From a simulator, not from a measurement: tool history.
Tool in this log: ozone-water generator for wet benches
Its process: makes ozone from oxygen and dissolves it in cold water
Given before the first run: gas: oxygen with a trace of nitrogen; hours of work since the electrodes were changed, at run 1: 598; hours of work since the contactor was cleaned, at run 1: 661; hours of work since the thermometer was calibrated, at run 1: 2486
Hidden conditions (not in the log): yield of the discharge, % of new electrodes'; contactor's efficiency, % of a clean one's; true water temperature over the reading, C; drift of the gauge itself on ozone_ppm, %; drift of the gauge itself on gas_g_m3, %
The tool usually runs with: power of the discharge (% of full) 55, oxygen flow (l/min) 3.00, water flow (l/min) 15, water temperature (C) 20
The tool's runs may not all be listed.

run,day,power of the discharge (% of full),oxygen flow (l/min),water flow (l/min),water temperature (C),hours of work since the electrodes were changed,hours of work since the contactor was cleaned,hours of work since the thermometer was calibrated,dissolved ozone (ppm),ozone in the gas ahead of the water (g/m3)
1,0.000,55,3.00,15,20,598,661,2486,20.7,232.4
2,1.054,55,3.00,15,20,622,684,2509,20.8,230.4
3,1.846,55,3.00,15,20,640,702,2527,20.4,232.8
4,2.742,85,3.00,15,20,660,722,2547,25.6,286.5
5,3.708,55,3.00,15,19,681,744,2569,20.9,230.3
6,4.675,55,3.92,15,20,703,766,2591,20.1,192.5
7,6.021,55,3.00,23,20,733,796,2621,14.1,230.6
8,7.558,55,3.00,23,20,768,830,2655,14.2,230.4
9,8.608,55,3.00,15,20,791,854,2679,20.8,229.9
10,10.083,85,3.00,15,20,824,887,2712,25.5,285.9
11,11.350,55,3.00,15,25,853,915,2740,19.3,231.3
# day 11.617: contactor cleaned
12,12.292,55,3.00,15,25,870,15,2757,19.3,231.6
13,13.025,55,3.00,15,25,886,32,2774,19.0,231.4
14,14.104,55,3.00,15,25,911,56,2798,19.2,231.0
15,15.712,55,3.00,15,25,947,92,2834,19.3,231.8
16,16.483,55,3.00,15,25,964,109,2851,19.3,230.4
# day 16.933: contactor cleaned, once more
17,17.558,55,3.00,15,25,984,14,2872,19.2,230.7
18,19.042,74,1.51,19,15,1018,47,2905,19.8,422.2
19,20.600,74,1.51,19,15,1052,82,2940,20.0,421.0
20,22.283,55,3.87,22,14,1090,120,2978,15.8,193.1
21,23.558,55,2.00,15,20,1119,148,3006,20.8,303.4
22,24.783,55,2.00,15,20,1146,176,3034,21.0,305.0
23,25.721,81,3.41,19,16,1167,197,3055,21.4,256.9
24,27.192,86,3.90,19,13,1200,230,3088,22.5,240.9
25,28.762,86,3.90,19,13,1235,265,3123,23.0,241.1
26,29.725,79,3.00,15,20,1257,287,3144,24.7,272.5
27,30.950,96,2.77,15,20,1284,314,3172,27.5,318.0
28,32.192,54,3.00,11,20,1312,342,3200,25.6,228.7
29,33.017,55,3.00,15,20,1331,360,3218,20.9,229.0
30,34.675,55,2.18,15,25,1368,398,3255,19.8,285.4
31,36.046,55,2.18,15,25,1399,428,3286,19.9,282.5

3 options for the next run, each taken on its own from the tool as it stands now. Forecast them:
A,37.650,87,3.00,19,20,1435,464,3322,?,?
B,37.650,87,1.69,16,20,1435,464,3322,?,?
C,37.650,99,2.18,23,25,1435,464,3322,?,?

run,dissolved ozone (ppm),ozone in the gas ahead of the water (g/m3)
A,20.9,287.4
B,24.3,424.9
C,18.1,378.1
Without the tool's unlogged condition, the same runs would have read:
run,dissolved ozone (ppm),ozone in the gas ahead of the water (g/m3)
A,21.5,293.0
B,24.9,433.1
C,18.6,385.8
